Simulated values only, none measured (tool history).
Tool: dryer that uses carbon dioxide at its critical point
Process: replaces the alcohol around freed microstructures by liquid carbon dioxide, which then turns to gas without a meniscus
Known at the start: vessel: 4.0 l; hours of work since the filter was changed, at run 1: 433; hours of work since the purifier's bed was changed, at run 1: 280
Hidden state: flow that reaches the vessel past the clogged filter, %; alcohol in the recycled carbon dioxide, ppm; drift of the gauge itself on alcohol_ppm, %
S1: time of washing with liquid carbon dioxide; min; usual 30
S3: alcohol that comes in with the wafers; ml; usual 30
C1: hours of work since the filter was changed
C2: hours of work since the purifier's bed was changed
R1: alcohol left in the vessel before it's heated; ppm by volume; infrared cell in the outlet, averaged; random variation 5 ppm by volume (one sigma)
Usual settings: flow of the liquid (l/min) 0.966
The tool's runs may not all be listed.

run 1 hour=0 | S1=30 flow_of_the_liquid_(l/min)=0.966 S3=30 | C1=433 C2=280 | R1=80
run 2 hour=24.3 | S1=30 flow_of_the_liquid_(l/min)=0.966 S3=30 | C1=445 C2=292 | R1=83
run 3 hour=68.5 | S1=30 flow_of_the_liquid_(l/min)=0.966 S3=43 | C1=467 C2=314 | R1=113
run 4 hour=97.4 | S1=30 flow_of_the_liquid_(l/min)=0.966 S3=30 | C1=482 C2=329 | R1=100
run 5 hour=131.7 | S1=30 flow_of_the_liquid_(l/min)=0.966 S3=30 | C1=499 C2=346 | R1=101
run 6 hour=162.9 | S1=30 flow_of_the_liquid_(l/min)=0.966 S3=30 | C1=515 C2=362 | R1=103
run 7 hour=204.1 | S1=30 flow_of_the_liquid_(l/min)=0.966 S3=30 | C1=535 C2=383 | R1=101
run 8 hour=227.5 | S1=30 flow_of_the_liquid_(l/min)=0.966 S3=30 | C1=547 C2=394 | R1=106
run 9 hour=262.1 | S1=30 flow_of_the_liquid_(l/min)=0.966 S3=30 | C1=564 C2=412 | R1=108
run 10 hour=292.5 | S1=30 flow_of_the_liquid_(l/min)=0.966 S3=30 | C1=580 C2=427 | R1=106
-- hour=297.1 inlet filter changed
run 11 hour=317.7 | S1=30 flow_of_the_liquid_(l/min)=0.966 S3=30 | C1=10 C2=439 | R1=113
run 12 hour=336.7 | S1=33 flow_of_the_liquid_(l/min)=0.775 S3=107 | C1=20 C2=449 | R1=260
run 13 hour=369.3 | S1=42 flow_of_the_liquid_(l/min)=0.698 S3=39 | C1=36 C2=465 | R1=121
run 14 hour=390.9 | S1=42 flow_of_the_liquid_(l/min)=0.794 S3=39 | C1=47 C2=476 | R1=111
run 15 hour=419.9 | S1=42 flow_of_the_liquid_(l/min)=0.794 S3=39 | C1=62 C2=491 | R1=118
run 16 hour=464.4 | S1=42 flow_of_the_liquid_(l/min)=0.794 S3=39 | C1=84 C2=513 | R1=115
run 17 hour=497.5 | S1=42 flow_of_the_liquid_(l/min)=0.794 S3=32 | C1=101 C2=530 | R1=115
run 18 hour=531.1 | S1=24 flow_of_the_liquid_(l/min)=1.204 S3=21 | C1=118 C2=546 | R1=124
run 19 hour=563.1 | S1=24 flow_of_the_liquid_(l/min)=1.204 S3=21 | C1=134 C2=562 | R1=123
run 20 hour=607.3 | S1=24 flow_of_the_liquid_(l/min)=1.204 S3=21 | C1=156 C2=585 | R1=121

Forecast run 21:
run 21 hour=626 | S1=42 flow_of_the_liquid_(l/min)=0.614 S3=102 | C1=165 C2=594 | R1=?

{"run 21": {"R1": 311}}
Without the tool's hidden state the same run would have given R1 181 ppm by volume.
